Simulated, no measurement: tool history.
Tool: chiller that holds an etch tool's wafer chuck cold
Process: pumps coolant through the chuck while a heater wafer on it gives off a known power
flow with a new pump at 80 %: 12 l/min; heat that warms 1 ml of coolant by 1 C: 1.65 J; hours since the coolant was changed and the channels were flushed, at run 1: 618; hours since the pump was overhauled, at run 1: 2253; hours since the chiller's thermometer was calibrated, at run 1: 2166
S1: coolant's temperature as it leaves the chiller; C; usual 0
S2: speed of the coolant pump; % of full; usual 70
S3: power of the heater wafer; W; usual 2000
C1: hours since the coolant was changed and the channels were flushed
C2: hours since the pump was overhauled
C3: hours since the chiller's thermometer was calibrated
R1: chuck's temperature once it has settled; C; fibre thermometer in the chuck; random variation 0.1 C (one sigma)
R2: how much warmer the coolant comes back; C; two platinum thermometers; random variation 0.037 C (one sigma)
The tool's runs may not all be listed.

{"run": 1, "hour": 0.0, "S1": 0, "S2": 70, "S3": 2000, "C1": 618, "C2": 2253, "C3": 2166, "R1": 15.6, "R2": 6.98}
{"run": 2, "hour": 71.4, "S1": 0, "S2": 70, "S3": 2000, "C1": 689, "C2": 2324, "C3": 2237, "R1": 15.5, "R2": 6.97}
{"run": 3, "hour": 128.3, "S1": 0, "S2": 70, "S3": 2000, "C1": 746, "C2": 2381, "C3": 2294, "R1": 15.5, "R2": 7.06}
{"run": 4, "hour": 179.7, "S1": 0, "S2": 70, "S3": 2000, "C1": 798, "C2": 2433, "C3": 2346, "R1": 15.6, "R2": 7.04}
{"run": 5, "hour": 253.7, "S1": 0, "S2": 70, "S3": 1729, "C1": 872, "C2": 2507, "C3": 2420, "R1": 13.5, "R2": 6.14}
{"hour": 297.9, "done": "chiller's thermometer calibrated"}
{"run": 6, "hour": 343.1, "S1": 0, "S2": 70, "S3": 1729, "C1": 960, "C2": 2595, "C3": 45, "R1": 13.5, "R2": 6.18}
{"run": 7, "hour": 428.0, "S1": 0, "S2": 70, "S3": 1729, "C1": 1045, "C2": 2680, "C3": 130, "R1": 13.4, "R2": 6.23}
{"run": 8, "hour": 514.6, "S1": 0, "S2": 70, "S3": 1729, "C1": 1132, "C2": 2766, "C3": 217, "R1": 13.5, "R2": 6.24}
{"run": 9, "hour": 581.2, "S1": 0, "S2": 70, "S3": 1729, "C1": 1198, "C2": 2833, "C3": 283, "R1": 13.4, "R2": 6.22}
{"run": 10, "hour": 654.2, "S1": 0, "S2": 70, "S3": 1729, "C1": 1271, "C2": 2906, "C3": 356, "R1": 13.5, "R2": 6.23}
{"run": 11, "hour": 691.6, "S1": 0, "S2": 70, "S3": 1729, "C1": 1308, "C2": 2943, "C3": 394, "R1": 13.5, "R2": 6.4}
{"run": 12, "hour": 776.7, "S1": 0, "S2": 70, "S3": 1729, "C1": 1394, "C2": 3029, "C3": 479, "R1": 13.4, "R2": 6.38}
{"run": 13, "hour": 816.4, "S1": 0, "S2": 93, "S3": 1729, "C1": 1433, "C2": 3068, "C3": 518, "R1": 11, "R2": 4.7}
{"hour": 822.8, "done": "gauge calibrated"}
{"run": 14, "hour": 904.4, "S1": 0, "S2": 93, "S3": 1729, "C1": 1521, "C2": 3156, "C3": 607, "R1": 11.1, "R2": 4.49}
{"run": 15, "hour": 953.9, "S1": 0, "S2": 93, "S3": 2015, "C1": 1571, "C2": 3206, "C3": 656, "R1": 13.1, "R2": 5.27}
{"run": 16, "hour": 1008.8, "S1": 0, "S2": 93, "S3": 2015, "C1": 1626, "C2": 3261, "C3": 711, "R1": 13.1, "R2": 5.28}
{"run": 17, "hour": 1058.7, "S1": 5, "S2": 94, "S3": 2000, "C1": 1676, "C2": 3311, "C3": 761, "R1": 17.6, "R2": 5.22}
{"run": 18, "hour": 1142.5, "S1": 5, "S2": 94, "S3": 2000, "C1": 1759, "C2": 3394, "C3": 845, "R1": 17.7, "R2": 5.24}
{"run": 19, "hour": 1194.0, "S1": 5, "S2": 63, "S3": 2000, "C1": 1811, "C2": 3446, "C3": 896, "R1": 21.7, "R2": 7.98}
{"run": 20, "hour": 1276.1, "S1": 5, "S2": 63, "S3": 2000, "C1": 1893, "C2": 3528, "C3": 978, "R1": 21.8, "R2": 8.01}
{"run": 21, "hour": 1361.8, "S1": -8, "S2": 84, "S3": 2108, "C1": 1979, "C2": 3614, "C3": 1064, "R1": 6.6, "R2": 6.28}
{"run": 22, "hour": 1436.5, "S1": 0, "S2": 73, "S3": 2396, "C1": 2053, "C2": 3688, "C3": 1139, "R1": 18.1, "R2": 8.22}
{"run": 23, "hour": 1486.2, "S1": -4, "S2": 70, "S3": 2409, "C1": 2103, "C2": 3738, "C3": 1188, "R1": 14.9, "R2": 8.66}
{"run": 24, "hour": 1559.3, "S1": -1, "S2": 87, "S3": 2277, "C1": 2176, "C2": 3811, "C3": 1261, "R1": 14.3, "R2": 6.57}
{"run": 25, "hour": 1607.0, "S1": -6, "S2": 87, "S3": 1122, "C1": 2224, "C2": 3859, "C3": 1309, "R1": 1.4, "R2": 3.43}
{"run": 26, "hour": 1673.3, "S1": -8, "S2": 70, "S3": 2000, "C1": 2290, "C2": 3925, "C3": 1375, "R1": 7.6, "R2": 7.31}
{"run": 27, "hour": 1721.8, "S1": 9, "S2": 80, "S3": 2000, "C1": 2339, "C2": 3974, "C3": 1424, "R1": 23.1, "R2": 6.38}
{"run": 28, "hour": 1768.9, "S1": 9, "S2": 80, "S3": 2000, "C1": 2386, "C2": 4021, "C3": 1471, "R1": 23.2, "R2": 6.42}
{"run": 29, "hour": 1820.4, "S1": -8, "S2": 83, "S3": 1159, "C1": 2437, "C2": 4072, "C3": 1522, "R1": 0.1, "R2": 3.7}
{"run": 30, "hour": 1881.8, "S1": -8, "S2": 83, "S3": 1159, "C1": 2499, "C2": 4134, "C3": 1584, "R1": 0.1, "R2": 3.72}
{"run": 31, "hour": 1919.6, "S1": -2, "S2": 94, "S3": 1730, "C1": 2537, "C2": 4172, "C3": 1622, "R1": 9.1, "R2": 4.8}
{"run": 32, "hour": 2003.5, "S1": 0, "S2": 83, "S3": 2000, "C1": 2620, "C2": 4255, "C3": 1706, "R1": 14, "R2": 6.28}

4 ways to go on from here, each from the tool as it stands after run 32. What would each give?
{"run": "A", "hour": 2084.6, "S1": 10, "S2": 80, "S3": 2034, "C1": 2702, "C2": 4337, "C3": 1787, "R1": "?", "R2": "?"}
{"run": "B", "hour": 2084.6, "S1": 5, "S2": 78, "S3": 2031, "C1": 2702, "C2": 4337, "C3": 1787, "R1": "?", "R2": "?"}
{"run": "C", "hour": 2084.6, "S1": -2, "S2": 98, "S3": 2376, "C1": 2702, "C2": 4337, "C3": 1787, "R1": "?", "R2": "?"}
{"run": "D", "hour": 2084.6, "S1": -8, "S2": 70, "S3": 1826, "C1": 2702, "C2": 4337, "C3": 1787, "R1": "?", "R2": "?"}

run=A R1=24.5 R2=6.6
run=B R1=19.5 R2=6.76
run=C R1=12.6 R2=6.24
run=D R1=6.1 R2=6.81
Without the tool's hidden state the same runs would have given:
run=A R1=24.5 R2=6.13
run=B R1=19.5 R2=6.28
run=C R1=12.6 R2=5.76
run=D R1=6.1 R2=6.34
